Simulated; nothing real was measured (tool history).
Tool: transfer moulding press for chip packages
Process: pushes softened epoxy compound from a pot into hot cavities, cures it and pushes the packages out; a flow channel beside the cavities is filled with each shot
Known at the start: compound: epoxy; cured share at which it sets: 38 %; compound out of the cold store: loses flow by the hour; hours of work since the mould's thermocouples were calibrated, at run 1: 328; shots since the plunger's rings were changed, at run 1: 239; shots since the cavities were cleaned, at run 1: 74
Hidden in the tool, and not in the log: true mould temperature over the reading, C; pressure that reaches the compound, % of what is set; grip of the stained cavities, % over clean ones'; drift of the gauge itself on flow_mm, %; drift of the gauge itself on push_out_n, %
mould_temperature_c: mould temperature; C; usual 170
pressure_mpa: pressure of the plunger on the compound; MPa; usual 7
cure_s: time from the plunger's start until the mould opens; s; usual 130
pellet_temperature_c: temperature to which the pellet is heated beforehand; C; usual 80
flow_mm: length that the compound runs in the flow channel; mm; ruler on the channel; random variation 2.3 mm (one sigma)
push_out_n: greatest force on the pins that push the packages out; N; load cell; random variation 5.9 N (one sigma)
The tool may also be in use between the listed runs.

run	hour	mould_temperature_c	pressure_mpa	cure_s	pellet_temperature_c	hours of work since the mould's thermocouples were calibrated	shots since the plunger's rings were changed	shots since the cavities were cleaned	incoming compound's hours out of the cold store	flow_mm	push_out_n
1	0	170	7	130	80	328	239	74	9.1	663	480
2	12	170	7	130	80	336	340	175	26.9	595	491
3	24.4	170	7	130	80	343	445	280	8.5	665	531
4	36.5	170	7	130	80	351	547	382	11.6	645	534
5	43.5	170	7	130	80	355	606	441	41.9	543	526
6	51.1	170	7	130	80	360	670	505	13.5	633	560
7	62.5	170	7	130	80	367	767	602	31.4	572	557
# hour 71.2: cavities cleaned with cleaning compound and waxed
8	73.4	170	7	130	80	373	845	18	35.9	557	645
9	81.2	170	7	130	80	378	912	85	19	610	639
10	90	170	7	130	88	383	986	159	26.1	581	658
11	100.6	170	7	130	88	390	1075	248	17	620	648
12	107.8	170	7	138	80	394	1136	309	15	627	623
13	113.8	170	7	138	80	398	1186	359	13.2	631	622
# hour 121.4: cavities cleaned with cleaning compound and waxed, once more
14	125.8	170	7	138	80	405	1275	37	10	639	424
15	132.9	166	6.35	136	83	409	1335	97	41.2	519	509
16	142.4	177	7.13	122	83	415	1415	177	31.4	556	428
17	149.7	177	7.13	122	83	420	1477	239	20.7	582	442
18	161.7	177	7.13	122	83	427	1578	340	28.2	564	476
19	173.9	170	7	115	70	435	1681	443	24.6	586	631
20	185.2	170	7	115	70	442	1776	538	13.4	621	651
21	193.9	170	7	115	70	447	1850	612	39.2	536	629
# hour 201.1: cavities cleaned with cleaning compound and waxed
22	207.9	170	5.44	168	74	455	1955	57	35.5	482	411
23	220.9	176	8.79	140	76	463	2065	167	15.3	669	432
24	230.5	166	7	135	80	469	2146	248	36.8	547	543
25	237.8	171	7.52	116	85	474	2207	309	32.2	568	530
26	244.5	171	7.52	116	85	478	2264	366	38.7	554	553
27	256.1	178	7.5	130	80	485	2361	463	22.9	577	469
28	263.1	165	7	130	86	489	2421	523	13.4	627	691

Forecast each of these 4 alternatives for the next run:
A	270.4	165	7	130	80	494	2482	584	17.5	?	?
B	270.4	170	8.37	130	79	494	2482	584	12.1	?	?
C	270.4	165	6.62	130	86	494	2482	584	30.8	?	?
D	270.4	165	5.84	137	85	494	2482	584	21.8	?	?

run	flow_mm	push_out_n
A	614	709
B	677	547
C	553	660
D	548	636
Without the tool's hidden state the same runs would have given:
run	flow_mm	push_out_n
A	652	616
B	718	458
C	587	568
D	582	546

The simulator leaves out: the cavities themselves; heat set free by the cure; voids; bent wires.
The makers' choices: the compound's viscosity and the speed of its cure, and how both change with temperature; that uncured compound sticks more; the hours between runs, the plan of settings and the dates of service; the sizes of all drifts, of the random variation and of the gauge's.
